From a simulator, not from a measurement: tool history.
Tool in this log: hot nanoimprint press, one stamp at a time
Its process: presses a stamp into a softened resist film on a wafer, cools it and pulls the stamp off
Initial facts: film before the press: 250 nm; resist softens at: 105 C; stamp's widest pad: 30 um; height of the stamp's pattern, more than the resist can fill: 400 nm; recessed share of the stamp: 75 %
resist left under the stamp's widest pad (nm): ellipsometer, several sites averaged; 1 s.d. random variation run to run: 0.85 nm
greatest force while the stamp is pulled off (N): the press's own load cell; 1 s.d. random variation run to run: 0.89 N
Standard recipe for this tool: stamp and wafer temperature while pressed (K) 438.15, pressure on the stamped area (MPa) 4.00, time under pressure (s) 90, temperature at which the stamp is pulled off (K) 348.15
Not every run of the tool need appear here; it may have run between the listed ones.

run    hour  stamp and wafer temperature while pressed (K)  pressure on the stamped area (MPa)  time under pressure (s)  temperature at which the stamp is pulled off (K)  resist left under the stamp's widest pad (nm)  greatest force while the stamp is pulled off (N)
  1     0.0                                         438.15                                4.00                       90                                            348.15                                          117.2                                             129.7
       77.9  -- stamp cleaned and given a new release coat
  2    78.4                                         438.15                                4.00                       90                                            348.15                                          117.6                                             124.4
  3   143.9                                         438.15                                4.00                       90                                            348.15                                          116.6                                             125.9
  4   214.8                                         438.15                                4.00                       90                                            348.15                                          118.5                                             126.6
  5   258.6                                         438.15                                4.00                       90                                            348.15                                          119.6                                             129.3
  6   306.8                                         438.15                                4.00                       90                                            348.15                                          120.7                                             130.9
  7   379.7                                         438.15                                4.00                       90                                            348.15                                          122.6                                             131.1
      407.1  -- press's hydraulic seals changed and the load cell set to zero
  8   422.1                                         438.15                                4.00                       90                                            348.15                                          121.2                                             130.3
      464.6  -- stamp cleaned and given a new release coat
  9   484.4                                         438.15                                4.00                       90                                            348.15                                          122.7                                             124.9
 10   549.7                                         432.15                                4.00                       90                                            348.15                                          156.8                                             126.4
 11   584.4                                         432.15                                4.00                       90                                            348.15                                          156.9                                             129.3
 12   649.7                                         432.15                                4.00                       90                                            348.15                                          161.7                                             129.3
      677.1  -- plate thermocouple calibrated
 13   710.5                                         432.15                                4.00                       90                                            348.15                                          165.9                                             131.7
 14   781.5                                         432.15                                4.00                       90                                            348.15                                          165.9                                             132.3
 15   834.7                                         438.15                                4.00                       90                                            348.15                                          128.7                                             135.0
      847.8  -- stamp cleaned and given a new release coat
 16   917.0                                         430.15                                4.34                      154                                            348.15                                          150.2                                             127.1
      935.6  -- plate thermocouple calibrated, once more
 17   989.8                                         438.15                                4.00                       90                                            344.15                                          115.7                                             132.4
 18  1021.7                                         438.15                                4.00                      116                                            348.15                                          104.4                                             126.6
 19  1099.1                                         438.15                                4.00                      116                                            348.15                                          105.8                                             129.5
 20  1145.6                                         438.15                                4.00                      116                                            348.15                                          105.4                                             130.7
 21  1205.3                                         450.15                                4.00                      112                                            347.15                                           61.7                                             131.5
     1227.7  -- stamp cleaned and given a new release coat
 22  1289.1                                         438.15                                4.00                       90                                            342.15                                          119.8                                             131.1
 23  1347.7                                         438.15                                4.00                       90                                            342.15                                          120.8                                             133.6
 24  1424.0                                         438.15                                4.00                       90                                            342.15                                          120.9                                             133.9
 25  1464.3                                         438.15                                4.47                       90                                            345.15                                          118.2                                             131.2
 26  1497.5                                         447.15                                4.47                      140                                            335.15                                           62.7                                             139.5
 27  1572.0                                         432.15                                2.95                      170                                            335.15                                          142.0                                             142.9
     1597.7  -- plate thermocouple calibrated
     1609.0  -- stamp cleaned and given a new release coat
 28  1643.9                                         438.15                                5.91                      136                                            337.15                                           82.3                                             130.5
 29  1721.8                                         450.15                                4.08                      136                                            337.15                                           54.9                                             134.0

Here are 4 independent what-if runs from the current tool condition. What would each one return?
  A  1759.6                                         450.15                                4.72                       59                                            333.15                                              ?                                                 ?
  B  1759.6                                         450.15                                4.08                      153                                            334.15                                              ?                                                 ?
  C  1759.6                                         450.15                                3.93                       69                                            339.15                                              ?                                                 ?
  D  1759.6                                         438.15                                5.66                       90                                            348.15                                              ?                                                 ?

run  resist left under the stamp's widest pad (nm)  greatest force while the stamp is pulled off (N)
  A                                           76.3                                             136.1
  B                                           52.5                                             136.4
  C                                           76.2                                             133.0
  D                                          103.5                                             128.3
Without the tool's hidden state the same runs would have given:
run  resist left under the stamp's widest pad (nm)  greatest force while the stamp is pulled off (N)
  A                                           73.8                                             132.2
  B                                           50.8                                             132.5
  C                                           74.0                                             129.1
  D                                           99.7                                             124.5

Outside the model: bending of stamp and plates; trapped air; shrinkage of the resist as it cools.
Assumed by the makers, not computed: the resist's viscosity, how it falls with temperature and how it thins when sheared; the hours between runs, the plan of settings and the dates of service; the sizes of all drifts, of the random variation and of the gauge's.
